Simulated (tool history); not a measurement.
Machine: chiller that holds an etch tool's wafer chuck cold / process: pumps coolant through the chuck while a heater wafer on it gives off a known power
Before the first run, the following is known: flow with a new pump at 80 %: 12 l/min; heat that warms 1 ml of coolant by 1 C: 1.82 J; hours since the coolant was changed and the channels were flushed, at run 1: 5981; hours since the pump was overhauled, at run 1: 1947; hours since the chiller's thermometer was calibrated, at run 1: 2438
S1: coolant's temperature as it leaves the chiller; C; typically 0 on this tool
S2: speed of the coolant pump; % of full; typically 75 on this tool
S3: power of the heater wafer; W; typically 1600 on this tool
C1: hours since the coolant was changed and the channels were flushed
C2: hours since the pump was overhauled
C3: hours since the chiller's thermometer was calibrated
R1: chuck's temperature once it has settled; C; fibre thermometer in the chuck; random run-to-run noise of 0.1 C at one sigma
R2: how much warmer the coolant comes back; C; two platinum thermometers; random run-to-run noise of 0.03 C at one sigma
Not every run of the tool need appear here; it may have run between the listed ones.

run 1 hour=0.0 | S1=0 S2=75 S3=1600 | C1=5981 C2=1947 C3=2438 | R1=12.3 R2=4.70
run 2 hour=46.3 | S1=0 S2=75 S3=1600 | C1=6027 C2=1993 C3=2485 | R1=12.5 R2=4.69
run 3 hour=74.7 | S1=0 S2=75 S3=1600 | C1=6056 C2=2021 C3=2513 | R1=12.4 R2=4.72
run 4 hour=116.8 | S1=0 S2=66 S3=1600 | C1=6098 C2=2063 C3=2555 | R1=13.6 R2=5.40
run 5 hour=152.7 | S1=0 S2=66 S3=1600 | C1=6134 C2=2099 C3=2591 | R1=13.6 R2=5.39
-- hour=179.2 chiller's thermometer calibrated
run 6 hour=205.2 | S1=0 S2=66 S3=1600 | C1=6185 C2=2151 C3=26 | R1=13.5 R2=5.39
run 7 hour=257.0 | S1=0 S2=66 S3=1600 | C1=6237 C2=2203 C3=78 | R1=13.6 R2=5.39
run 8 hour=285.4 | S1=5 S2=66 S3=1600 | C1=6265 C2=2231 C3=106 | R1=18.5 R2=5.35
run 9 hour=335.6 | S1=0 S2=75 S3=1600 | C1=6315 C2=2281 C3=156 | R1=12.3 R2=4.68
run 10 hour=388.7 | S1=0 S2=75 S3=1600 | C1=6369 C2=2334 C3=210 | R1=12.1 R2=4.66
run 11 hour=441.5 | S1=0 S2=75 S3=1600 | C1=6421 C2=2387 C3=262 | R1=12.3 R2=4.60
run 12 hour=481.4 | S1=0 S2=75 S3=1600 | C1=6461 C2=2427 C3=302 | R1=12.4 R2=4.62
run 13 hour=522.1 | S1=0 S2=75 S3=1600 | C1=6502 C2=2468 C3=343 | R1=12.4 R2=4.61
run 14 hour=570.6 | S1=0 S2=75 S3=1600 | C1=6550 C2=2516 C3=391 | R1=12.4 R2=4.56
run 15 hour=602.7 | S1=5 S2=75 S3=1600 | C1=6582 C2=2548 C3=423 | R1=17.3 R2=4.55
run 16 hour=630.3 | S1=5 S2=75 S3=1600 | C1=6610 C2=2576 C3=451 | R1=17.4 R2=4.58
run 17 hour=680.0 | S1=0 S2=94 S3=992 | C1=6660 C2=2626 C3=501 | R1=6.6 R2=2.19
run 18 hour=739.2 | S1=0 S2=94 S3=992 | C1=6719 C2=2685 C3=560 | R1=6.4 R2=2.17
run 19 hour=768.8 | S1=0 S2=65 S3=1880 | C1=6749 C2=2714 C3=590 | R1=16.1 R2=6.33
run 20 hour=822.4 | S1=-8 S2=77 S3=2321 | C1=6802 C2=2768 C3=643 | R1=9.6 R2=6.50
run 21 hour=878.7 | S1=9 S2=86 S3=1600 | C1=6858 C2=2824 C3=699 | R1=20.1 R2=3.88
run 22 hour=910.0 | S1=9 S2=86 S3=1600 | C1=6890 C2=2855 C3=731 | R1=20.4 R2=3.89
run 23 hour=962.8 | S1=9 S2=86 S3=1600 | C1=6943 C2=2908 C3=784 | R1=20.3 R2=3.84
run 24 hour=994.5 | S1=9 S2=86 S3=1600 | C1=6974 C2=2940 C3=815 | R1=20.3 R2=3.84
run 25 hour=1022.1 | S1=9 S2=86 S3=1600 | C1=7002 C2=2968 C3=843 | R1=20.3 R2=3.85
run 26 hour=1062.6 | S1=-1 S2=75 S3=1600 | C1=7042 C2=3008 C3=883 | R1=11.3 R2=4.45
run 27 hour=1121.0 | S1=0 S2=75 S3=1795 | C1=7101 C2=3067 C3=942 | R1=13.8 R2=5.00
-- hour=1165.9 coolant changed, channels flushed
run 28 hour=1177.9 | S1=0 S2=81 S3=2317 | C1=12 C2=3117 C3=993 | R1=16.8 R2=6.04
-- hour=1183.4 gauge calibrated
run 29 hour=1240.0 | S1=6 S2=63 S3=826 | C1=74 C2=3179 C3=1055 | R1=13.3 R2=2.93
run 30 hour=1269.4 | S1=6 S2=63 S3=2055 | C1=104 C2=3209 C3=1084 | R1=24.0 R2=7.40
run 31 hour=1322.9 | S1=6 S2=63 S3=2055 | C1=157 C2=3262 C3=1138 | R1=23.8 R2=7.30

For some of the steps in R2 from one run to the next: how much would appear even if the tool had no hidden state, given the settings, what came in and random variation, and how much remains for the hidden state plus any gauge scatter that the measured result and the result without hidden state don't share?
Hidden state present: heat passed by the chuck's channels, % of clean ones'; flow at a given pump speed, % of a new pump's; coolant's true temperature over the reading, C; drift of the gauge itself on chuck_c, C; drift of the gauge itself on warmer_back_c, C.
Run 17 -> 18: no setting touched and nothing written in the log between the runs. R2 -0.02 C: hidden state -0.02, all else +0.00.
Run 18 -> 19: S2 94 -> 65, S3 992 -> 1880. R2 +4.16 C: hidden state +0.01, all else +4.15.
Run 19 -> 20: S1 0 -> -8, S2 65 -> 77, S3 1880 -> 2321. R2 +0.17 C: hidden state -0.02, all else +0.19.
Run 28 -> 29: S1 0 -> 6, S2 81 -> 63, S3 2317 -> 826, gauge calibrated. R2 -3.11 C: hidden state +0.21, all else -3.32.
Run 29 -> 30: S3 826 -> 2055. R2 +4.47 C: hidden state +0.00, all else +4.47.
